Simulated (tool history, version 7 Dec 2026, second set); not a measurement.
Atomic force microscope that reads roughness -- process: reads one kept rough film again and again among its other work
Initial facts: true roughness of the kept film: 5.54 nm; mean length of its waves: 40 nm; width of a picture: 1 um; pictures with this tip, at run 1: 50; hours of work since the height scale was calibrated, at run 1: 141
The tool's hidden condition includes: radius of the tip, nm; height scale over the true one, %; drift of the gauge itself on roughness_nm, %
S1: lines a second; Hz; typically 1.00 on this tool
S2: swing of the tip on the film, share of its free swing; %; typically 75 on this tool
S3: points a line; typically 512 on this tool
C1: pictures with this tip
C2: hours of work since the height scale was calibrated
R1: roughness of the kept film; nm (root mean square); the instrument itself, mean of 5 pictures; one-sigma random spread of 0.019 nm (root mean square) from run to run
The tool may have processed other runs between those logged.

| run | hour | S1 | S2 | S3 | C1 | C2 | R1 |
|---|---|---|---|---|---|---|---|
| 1 | 0.0 | 1.00 | 75 | 512 | 50 | 141 | 3.824 |
| 2 | 26.0 | 1.00 | 75 | 512 | 75 | 152 | 3.623 |
| 3 | 55.4 | 1.00 | 75 | 512 | 102 | 165 | 3.401 |
|  | 84.4 | new tip fitted |
| 4 | 84.4 | 1.00 | 75 | 512 | 0 | 177 | 4.534 |
| 5 | 106.0 | 1.00 | 75 | 512 | 20 | 186 | 4.282 |
| 6 | 132.3 | 1.55 | 75 | 512 | 45 | 198 | 3.853 |
| 7 | 155.8 | 1.00 | 75 | 512 | 67 | 208 | 3.798 |
| 8 | 169.2 | 0.76 | 75 | 512 | 80 | 214 | 3.732 |
| 9 | 183.1 | 0.76 | 75 | 512 | 93 | 220 | 3.626 |
| 10 | 196.5 | 0.76 | 75 | 512 | 106 | 226 | 3.491 |
|  | 222.1 | new tip fitted |
| 11 | 223.9 | 0.67 | 75 | 512 | 1 | 237 | 4.583 |
| 12 | 251.2 | 2.13 | 75 | 512 | 27 | 249 | 3.935 |
| 13 | 277.9 | 2.13 | 75 | 512 | 52 | 261 | 3.651 |
| 14 | 300.6 | 1.87 | 70 | 975 | 74 | 270 | 3.628 |
| 15 | 314.8 | 1.87 | 70 | 975 | 87 | 277 | 3.520 |
| 16 | 334.4 | 1.87 | 70 | 975 | 105 | 285 | 3.383 |
|  | 360.2 | new tip fitted |
| 17 | 365.5 | 1.34 | 70 | 975 | 5 | 298 | 4.459 |
| 18 | 396.5 | 1.34 | 70 | 975 | 35 | 312 | 4.072 |
| 19 | 426.0 | 1.00 | 62 | 512 | 62 | 325 | 3.971 |
| 20 | 456.9 | 3.31 | 61 | 512 | 91 | 338 | 3.477 |

For each entry between runs, how does the tool's hidden state at the last listed run before it compare with that at the first listed run after it?
Between runs 3 and 4: new tip fitted (hour 84.4)
  radius of the tip, nm: 37.9 -> 10.4; height scale over the true one, %: -0.01 -> -0.02
  the result without the hidden state subtracted from the measured one, R1: -1.141 -> -0.026 nm (root mean square)
Between runs 10 and 11: new tip fitted (hour 222.1)
  radius of the tip, nm: 36.7 -> 11.1
  the result without the hidden state subtracted from the measured one, R1: -1.123 -> -0.064 nm (root mean square)
Between runs 16 and 17: new tip fitted (hour 360.2)
  radius of the tip, nm: 35.8 -> 11.8
  the result without the hidden state subtracted from the measured one, R1: -1.052 -> -0.102 nm (root mean square)

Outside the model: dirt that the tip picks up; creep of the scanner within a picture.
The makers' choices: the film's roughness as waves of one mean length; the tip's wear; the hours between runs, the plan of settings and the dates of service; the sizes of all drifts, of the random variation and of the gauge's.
